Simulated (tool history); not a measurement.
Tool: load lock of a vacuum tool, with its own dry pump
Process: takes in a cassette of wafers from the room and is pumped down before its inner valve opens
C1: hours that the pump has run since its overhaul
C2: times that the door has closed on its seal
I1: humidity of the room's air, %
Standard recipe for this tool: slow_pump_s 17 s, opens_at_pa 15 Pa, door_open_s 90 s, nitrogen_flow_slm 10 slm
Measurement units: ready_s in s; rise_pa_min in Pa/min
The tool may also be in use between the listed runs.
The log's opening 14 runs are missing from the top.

run 15 hour=4524.3 | slow_pump_s=17 opens_at_pa=15 door_open_s=90 nitrogen_flow_slm=10 | C1=3761 C2=6765 | I1=46.6 | ready_s=42.2 rise_pa_min=0.088
run 16 hour=4951.7 | slow_pump_s=17 opens_at_pa=15 door_open_s=90 nitrogen_flow_slm=10 | C1=4188 C2=8592 | I1=44.3 | ready_s=42.0 rise_pa_min=0.092
run 17 hour=5384.0 | slow_pump_s=17 opens_at_pa=15 door_open_s=90 nitrogen_flow_slm=10 | C1=4620 C2=10441 | I1=47.7 | ready_s=42.8 rise_pa_min=0.110
run 18 hour=5681.3 | slow_pump_s=17 opens_at_pa=15 door_open_s=122 nitrogen_flow_slm=10 | C1=4918 C2=11712 | I1=46.0 | ready_s=41.8 rise_pa_min=0.126
run 19 hour=6086.2 | slow_pump_s=17 opens_at_pa=15 door_open_s=118 nitrogen_flow_slm=10 | C1=5323 C2=13444 | I1=46.2 | ready_s=42.4 rise_pa_min=0.132
run 20 hour=6525.0 | slow_pump_s=10 opens_at_pa=23 door_open_s=102 nitrogen_flow_slm=6 | C1=5761 C2=15320 | I1=41.8 | ready_s=36.6 rise_pa_min=0.129
run 21 hour=6734.1 | slow_pump_s=21 opens_at_pa=23 door_open_s=102 nitrogen_flow_slm=12 | C1=5970 C2=16215 | I1=45.8 | ready_s=44.1 rise_pa_min=0.134
run 22 hour=6959.4 | slow_pump_s=17 opens_at_pa=12 door_open_s=90 nitrogen_flow_slm=10 | C1=6196 C2=17178 | I1=44.3 | ready_s=44.2 rise_pa_min=0.138
run 23 hour=7343.6 | slow_pump_s=17 opens_at_pa=16 door_open_s=90 nitrogen_flow_slm=10 | C1=6580 C2=18821 | I1=44.7 | ready_s=42.9 rise_pa_min=0.143
run 24 hour=7764.0 | slow_pump_s=18 opens_at_pa=16 door_open_s=33 nitrogen_flow_slm=10 | C1=7000 C2=20619 | I1=42.8 | ready_s=43.9 rise_pa_min=0.115
run 25 hour=8013.2 | slow_pump_s=18 opens_at_pa=16 door_open_s=33 nitrogen_flow_slm=10 | C1=7249 C2=21685 | I1=47.0 | ready_s=44.0 rise_pa_min=0.124
run 26 hour=8423.2 | slow_pump_s=21 opens_at_pa=16 door_open_s=33 nitrogen_flow_slm=10 | C1=7660 C2=23438 | I1=44.7 | ready_s=46.3 rise_pa_min=0.134
run 27 hour=8837.9 | slow_pump_s=21 opens_at_pa=16 door_open_s=33 nitrogen_flow_slm=10 | C1=8074 C2=25212 | I1=46.6 | ready_s=46.1 rise_pa_min=0.148
run 28 hour=9046.9 | slow_pump_s=20 opens_at_pa=13 door_open_s=37 nitrogen_flow_slm=10 | C1=8283 C2=26106 | I1=47.2 | ready_s=46.3 rise_pa_min=0.158
run 29 hour=9455.9 | slow_pump_s=19 opens_at_pa=27 door_open_s=90 nitrogen_flow_slm=10 | C1=8692 C2=27855 | I1=46.2 | ready_s=43.4 rise_pa_min=0.200
run 30 hour=9911.4 | slow_pump_s=33 opens_at_pa=15 door_open_s=153 nitrogen_flow_slm=14 | C1=9148 C2=29802 | I1=45.0 | ready_s=55.8 rise_pa_min=0.241
run 31 hour=10290.0 | slow_pump_s=19 opens_at_pa=15 door_open_s=90 nitrogen_flow_slm=7 | C1=9526 C2=31422 | I1=48.4 | ready_s=45.8 rise_pa_min=0.241
run 32 hour=10604.4 | slow_pump_s=9 opens_at_pa=14 door_open_s=90 nitrogen_flow_slm=7 | C1=9841 C2=32766 | I1=47.8 | ready_s=39.5 rise_pa_min=0.248
run 33 hour=11041.8 | slow_pump_s=8 opens_at_pa=29 door_open_s=198 nitrogen_flow_slm=10 | C1=10278 C2=34637 | I1=43.7 | ready_s=36.4 rise_pa_min=0.297
run 34 hour=11475.4 | slow_pump_s=8 opens_at_pa=21 door_open_s=57 nitrogen_flow_slm=6 | C1=10712 C2=36491 | I1=47.9 | ready_s=37.7 rise_pa_min=0.249
run 35 hour=11865.8 | slow_pump_s=16 opens_at_pa=21 door_open_s=57 nitrogen_flow_slm=6 | C1=11102 C2=38161 | I1=41.0 | ready_s=43.1 rise_pa_min=0.266
run 36 hour=12312.2 | slow_pump_s=26 opens_at_pa=15 door_open_s=188 nitrogen_flow_slm=31 | C1=11549 C2=40070 | I1=43.7 | ready_s=50.9 rise_pa_min=0.303
run 37 hour=12707.0 | slow_pump_s=11 opens_at_pa=30 door_open_s=34 nitrogen_flow_slm=8 | C1=11943 C2=41758 | I1=45.4 | ready_s=39.1 rise_pa_min=0.290

Predict each of these 4 candidate next runs independently; none follows another, all start after run 37:
run A hour=12989.4 | slow_pump_s=29 opens_at_pa=30 door_open_s=34 nitrogen_flow_slm=8 | C1=12226 C2=42966 | I1=42.4 | ready_s=? rise_pa_min=?
run B hour=12989.4 | slow_pump_s=32 opens_at_pa=11 door_open_s=159 nitrogen_flow_slm=10 | C1=12226 C2=42966 | I1=46.7 | ready_s=? rise_pa_min=?
run C hour=12989.4 | slow_pump_s=11 opens_at_pa=30 door_open_s=34 nitrogen_flow_slm=8 | C1=12226 C2=42966 | I1=41.6 | ready_s=? rise_pa_min=?
run D hour=12989.4 | slow_pump_s=11 opens_at_pa=15 door_open_s=90 nitrogen_flow_slm=10 | C1=12226 C2=42966 | I1=47.9 | ready_s=? rise_pa_min=?

run=A ready_s=50.0 rise_pa_min=0.296
run=B ready_s=56.4 rise_pa_min=0.371
run=C ready_s=38.8 rise_pa_min=0.295
run=D ready_s=41.4 rise_pa_min=0.338
With no hidden state in the tool, these same runs would have given:
run=A ready_s=46.4 rise_pa_min=0.039
run=B ready_s=52.3 rise_pa_min=0.109
run=C ready_s=34.3 rise_pa_min=0.034
run=D ready_s=36.5 rise_pa_min=0.079

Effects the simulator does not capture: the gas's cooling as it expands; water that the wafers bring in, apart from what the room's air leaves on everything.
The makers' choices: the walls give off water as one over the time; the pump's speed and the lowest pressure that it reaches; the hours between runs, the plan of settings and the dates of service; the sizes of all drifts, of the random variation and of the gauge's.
